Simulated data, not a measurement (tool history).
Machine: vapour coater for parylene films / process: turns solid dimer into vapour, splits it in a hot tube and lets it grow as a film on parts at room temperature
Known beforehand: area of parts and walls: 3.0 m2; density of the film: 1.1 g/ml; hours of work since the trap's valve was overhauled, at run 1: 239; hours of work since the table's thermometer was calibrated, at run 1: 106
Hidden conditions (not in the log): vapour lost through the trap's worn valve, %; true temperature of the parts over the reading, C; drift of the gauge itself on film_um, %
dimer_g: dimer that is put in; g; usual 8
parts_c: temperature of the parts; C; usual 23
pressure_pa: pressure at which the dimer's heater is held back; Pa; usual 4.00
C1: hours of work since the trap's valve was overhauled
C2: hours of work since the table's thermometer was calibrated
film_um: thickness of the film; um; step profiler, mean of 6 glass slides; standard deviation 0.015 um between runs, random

Run 1, hour 0.0: usual settings; C1 239; C2 106. Result: film_um 1.34 um.
Run 2, hour 14.3: usual settings; C1 248; C2 116. Result: film_um 1.38 um.
Run 3, hour 29.9: usual settings; C1 259; C2 127. Result: film_um 1.36 um.
Run 4, hour 40.3: usual settings; C1 267; C2 134. Result: film_um 1.38 um.
Run 5, hour 51.0: usual settings; C1 274; C2 141. Result: film_um 1.35 um.
Run 6, hour 65.8: usual settings but dimer_g 4 g; C1 284; C2 152. Result: film_um 0.67 um.
Run 7, hour 83.4: usual settings but parts_c 34 C; C1 296; C2 164. Result: film_um 0.85 um.
Run 8, hour 92.3: usual settings; C1 303; C2 170. Result: film_um 1.33 um.
Run 9, hour 110.9: usual settings but parts_c 18 C; C1 316; C2 183. Result: film_um 1.64 um.
Run 10, hour 130.3: usual settings but parts_c 18 C; C1 329; C2 196. Result: film_um 1.65 um.
Run 11, hour 151.1: usual settings but dimer_g 11 g; C1 344; C2 211. Result: film_um 1.81 um.
Run 12, hour 171.0: usual settings but dimer_g 11 g; C1 357; C2 225. Result: film_um 1.78 um.
Run 13, hour 181.0: usual settings but dimer_g 5 g, parts_c 22 C, pressure_pa 3.57 Pa; C1 364; C2 232. Result: film_um 0.89 um.
Run 14, hour 193.4: usual settings but dimer_g 5 g, parts_c 22 C, pressure_pa 3.57 Pa; C1 373; C2 240. Result: film_um 0.87 um.
Run 15, hour 207.4: usual settings but dimer_g 14 g, parts_c 22 C, pressure_pa 3.09 Pa; C1 383; C2 250. Result: film_um 2.52 um.
Run 16, hour 224.8: usual settings but dimer_g 14 g, parts_c 21 C, pressure_pa 3.09 Pa; C1 395; C2 262. Result: film_um 2.64 um.
Run 17, hour 240.6: usual settings but parts_c 16 C, pressure_pa 2.54 Pa; C1 406; C2 273. Result: film_um 1.94 um.
At hour 247.2: trap's valve overhauled.
Run 18, hour 260.1: usual settings but parts_c 16 C, pressure_pa 2.54 Pa; C1 9; C2 284. Result: film_um 2.18 um.
Run 19, hour 268.7: usual settings but parts_c 16 C, pressure_pa 2.54 Pa; C1 15; C2 290. Result: film_um 2.21 um.
Run 20, hour 289.6: usual settings but parts_c 20 C, pressure_pa 6.82 Pa; C1 29; C2 304. Result: film_um 1.47 um.
Run 21, hour 310.6: usual settings but parts_c 20 C, pressure_pa 8.37 Pa; C1 44; C2 319. Result: film_um 1.43 um.
Run 22, hour 330.6: usual settings but pressure_pa 6.12 Pa; C1 58; C2 333. Result: film_um 1.32 um.
Run 23, hour 351.9: usual settings but parts_c 17 C, pressure_pa 2.12 Pa; C1 73; C2 348. Result: film_um 2.11 um.

How the hidden state differs across the entries between the runs, from the last listed run before each to the first after it:
After run 17, before run 18: trap's valve overhauled (hour 247.2)
  vapour lost through the trap's worn valve, %: 12.2 -> 0.4
  measured value less the no-hidden-state value, film_um: -0.25 -> +0.00 um

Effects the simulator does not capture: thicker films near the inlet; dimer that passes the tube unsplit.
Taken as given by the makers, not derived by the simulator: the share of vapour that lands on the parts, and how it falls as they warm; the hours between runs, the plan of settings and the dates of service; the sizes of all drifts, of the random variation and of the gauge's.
